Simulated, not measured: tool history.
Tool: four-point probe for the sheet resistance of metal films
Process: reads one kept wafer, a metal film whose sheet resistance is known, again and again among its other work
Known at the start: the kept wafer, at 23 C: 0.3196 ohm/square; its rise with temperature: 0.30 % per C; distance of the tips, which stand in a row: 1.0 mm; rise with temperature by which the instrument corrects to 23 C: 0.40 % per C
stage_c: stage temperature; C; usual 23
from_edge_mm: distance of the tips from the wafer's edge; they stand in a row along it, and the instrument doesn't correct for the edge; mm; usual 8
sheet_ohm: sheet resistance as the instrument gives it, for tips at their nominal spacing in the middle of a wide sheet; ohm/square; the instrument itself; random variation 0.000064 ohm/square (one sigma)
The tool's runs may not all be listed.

run 1 hour=0 | stage_c=23 from_edge_mm=8 | sheet_ohm=0.322277
run 2 hour=12.2 | stage_c=23 from_edge_mm=39 | sheet_ohm=0.31973
run 3 hour=31.3 | stage_c=23 from_edge_mm=15 | sheet_ohm=0.320367
run 4 hour=50.2 | stage_c=23 from_edge_mm=15 | sheet_ohm=0.320499
run 5 hour=61.3 | stage_c=23 from_edge_mm=5 | sheet_ohm=0.326361
run 6 hour=79.4 | stage_c=23 from_edge_mm=5 | sheet_ohm=0.326326
run 7 hour=99.6 | stage_c=23 from_edge_mm=5 | sheet_ohm=0.326297
run 8 hour=109.7 | stage_c=23 from_edge_mm=5 | sheet_ohm=0.326342
run 9 hour=127.2 | stage_c=23 from_edge_mm=5 | sheet_ohm=0.326342
run 10 hour=139.7 | stage_c=23 from_edge_mm=5 | sheet_ohm=0.326297
run 11 hour=155.7 | stage_c=23 from_edge_mm=5 | sheet_ohm=0.326294
run 12 hour=170.2 | stage_c=23 from_edge_mm=8 | sheet_ohm=0.322354
run 13 hour=187.6 | stage_c=23 from_edge_mm=8 | sheet_ohm=0.322182
run 14 hour=199.3 | stage_c=20 from_edge_mm=8 | sheet_ohm=0.32333
run 15 hour=217.7 | stage_c=23 from_edge_mm=3 | sheet_ohm=0.337685
run 16 hour=234.1 | stage_c=23 from_edge_mm=8 | sheet_ohm=0.322243
run 17 hour=249.2 | stage_c=23 from_edge_mm=8 | sheet_ohm=0.322204
run 18 hour=266.4 | stage_c=23 from_edge_mm=8 | sheet_ohm=0.322427
run 19 hour=277.8 | stage_c=23 from_edge_mm=8 | sheet_ohm=0.322262
run 20 hour=294.7 | stage_c=23 from_edge_mm=8 | sheet_ohm=0.322232
run 21 hour=303.4 | stage_c=23 from_edge_mm=8 | sheet_ohm=0.322348
run 22 hour=316.2 | stage_c=23 from_edge_mm=8 | sheet_ohm=0.322311
run 23 hour=332.3 | stage_c=23 from_edge_mm=8 | sheet_ohm=0.322276
run 24 hour=352.1 | stage_c=23 from_edge_mm=12 | sheet_ohm=0.320657
run 25 hour=363.9 | stage_c=23 from_edge_mm=12 | sheet_ohm=0.320731
run 26 hour=380.4 | stage_c=30 from_edge_mm=8 | sheet_ohm=0.319913
run 27 hour=400.9 | stage_c=30 from_edge_mm=24 | sheet_ohm=0.317637
run 28 hour=412.8 | stage_c=33 from_edge_mm=48 | sheet_ohm=0.316496
run 29 hour=430.9 | stage_c=25 from_edge_mm=35 | sheet_ohm=0.319062
run 30 hour=449.2 | stage_c=25 from_edge_mm=35 | sheet_ohm=0.319103
run 31 hour=463.7 | stage_c=21 from_edge_mm=7 | sheet_ohm=0.323578
run 32 hour=473.2 | stage_c=23 from_edge_mm=8 | sheet_ohm=0.322306
run 33 hour=488.7 | stage_c=25 from_edge_mm=23 | sheet_ohm=0.319171
run 34 hour=504.2 | stage_c=30 from_edge_mm=3 | sheet_ohm=0.33514
run 35 hour=518.6 | stage_c=30 from_edge_mm=3 | sheet_ohm=0.335168
run 36 hour=534.4 | stage_c=20 from_edge_mm=62 | sheet_ohm=0.320595
run 37 hour=548.2 | stage_c=28 from_edge_mm=9 | sheet_ohm=0.320027
run 38 hour=559.5 | stage_c=29 from_edge_mm=16 | sheet_ohm=0.318347
run 39 hour=578.6 | stage_c=26 from_edge_mm=39 | sheet_ohm=0.318772
run 40 hour=595.9 | stage_c=26 from_edge_mm=39 | sheet_ohm=0.318748
run 41 hour=613.9 | stage_c=26 from_edge_mm=39 | sheet_ohm=0.318768
run 42 hour=634.3 | stage_c=22 from_edge_mm=12 | sheet_ohm=0.32107
run 43 hour=647.5 | stage_c=22 from_edge_mm=12 | sheet_ohm=0.321096
run 44 hour=663.1 | stage_c=33 from_edge_mm=6 | sheet_ohm=0.321164
run 45 hour=681 | stage_c=34 from_edge_mm=8 | sheet_ohm=0.318868

Forecast each of these 4 alternatives for the next run:
run A hour=690 | stage_c=24 from_edge_mm=8 | sheet_ohm=?
run B hour=690 | stage_c=19 from_edge_mm=16 | sheet_ohm=?
run C hour=690 | stage_c=18 from_edge_mm=13 | sheet_ohm=?
run D hour=690 | stage_c=28 from_edge_mm=8 | sheet_ohm=?

run=A sheet_ohm=0.322059
run=B sheet_ohm=0.32171
run=C sheet_ohm=0.322308
run=D sheet_ohm=0.320641
Without the tool's hidden state the same runs would have given:
run=A sheet_ohm=0.322067
run=B sheet_ohm=0.321718
run=C sheet_ohm=0.322315
run=D sheet_ohm=0.320648
